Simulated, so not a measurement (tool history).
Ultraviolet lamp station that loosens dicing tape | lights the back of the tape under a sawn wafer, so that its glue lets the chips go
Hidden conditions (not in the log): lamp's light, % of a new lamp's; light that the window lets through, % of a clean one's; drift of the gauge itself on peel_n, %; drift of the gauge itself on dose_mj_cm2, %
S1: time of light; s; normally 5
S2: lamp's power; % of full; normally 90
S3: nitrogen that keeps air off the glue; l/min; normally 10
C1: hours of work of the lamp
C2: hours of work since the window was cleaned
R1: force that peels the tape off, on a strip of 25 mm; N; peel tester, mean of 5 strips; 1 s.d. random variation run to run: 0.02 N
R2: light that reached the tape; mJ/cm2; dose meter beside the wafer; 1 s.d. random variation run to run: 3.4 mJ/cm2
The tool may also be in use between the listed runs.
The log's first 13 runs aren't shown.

Run 14, hour 682.4: usual settings but S2 97 % of full; C1 501; C2 77. Result: R1 2.184 N, R2 347 mJ/cm2.
Run 15, hour 759.2: usual settings but S1 4 s; C1 535; C2 111. Result: R1 3.31 N, R2 253 mJ/cm2.
Run 16, hour 822.3: usual settings but S1 4 s; C1 562; C2 139. Result: R1 3.324 N, R2 244 mJ/cm2.
At hour 828.5: window cleaned of glue's vapour, once more.
Run 17, hour 896.1: usual settings but S2 70 % of full; C1 595; C2 30. Result: R1 2.445 N, R2 329 mJ/cm2.
Run 18, hour 949.4: usual settings; C1 618; C2 53. Result: R1 1.604 N, R2 412 mJ/cm2.
Run 19, hour 1011.4: usual settings but S1 6 s; C1 645; C2 81. Result: R1 1.222 N, R2 489 mJ/cm2.
Run 20, hour 1070.6: usual settings but S1 6 s; C1 672; C2 107. Result: R1 1.302 N, R2 474 mJ/cm2.
At hour 1108.3: lamp changed.
Run 21, hour 1128.6: usual settings but S1 6 s; C1 9; C2 132. Result: R1 0.758 N, R2 623 mJ/cm2.
Run 22, hour 1215.2: usual settings but S1 6 s; C1 47; C2 170. Result: R1 0.789 N, R2 607 mJ/cm2.
Run 23, hour 1288.5: usual settings but S1 6 s, S3 18 l/min; C1 79; C2 202. Result: R1 0.621 N, R2 605 mJ/cm2.
Run 24, hour 1359.8: usual settings but S1 9 s, S2 65 % of full, S3 3 l/min; C1 111; C2 234. Result: R1 1.43 N, R2 635 mJ/cm2.
Run 25, hour 1405.1: usual settings; C1 131; C2 254. Result: R1 1.241 N, R2 477 mJ/cm2.
Run 26, hour 1491.2: usual settings; C1 169; C2 292. Result: R1 1.291 N, R2 460 mJ/cm2.
Run 27, hour 1580.7: usual settings but S1 3 s, S2 85 % of full, S3 19 l/min; C1 208; C2 331. Result: R1 2.744 N, R2 257 mJ/cm2.
Run 28, hour 1632.3: usual settings but S3 14 l/min; C1 231; C2 354. Result: R1 1.252 N, R2 449 mJ/cm2.

Run 29 comes next. What will it give?
Run 29, hour 1698.8: usual settings but S3 14 l/min; C1 260; C2 383. Result: R1 ?, R2 ?.

R1: 1.311 N
R2: 435 mJ/cm2
With the hidden condition absent and the run-to-run variation left alone, this run would have shown R1 0.835 N, R2 546 mJ/cm2.
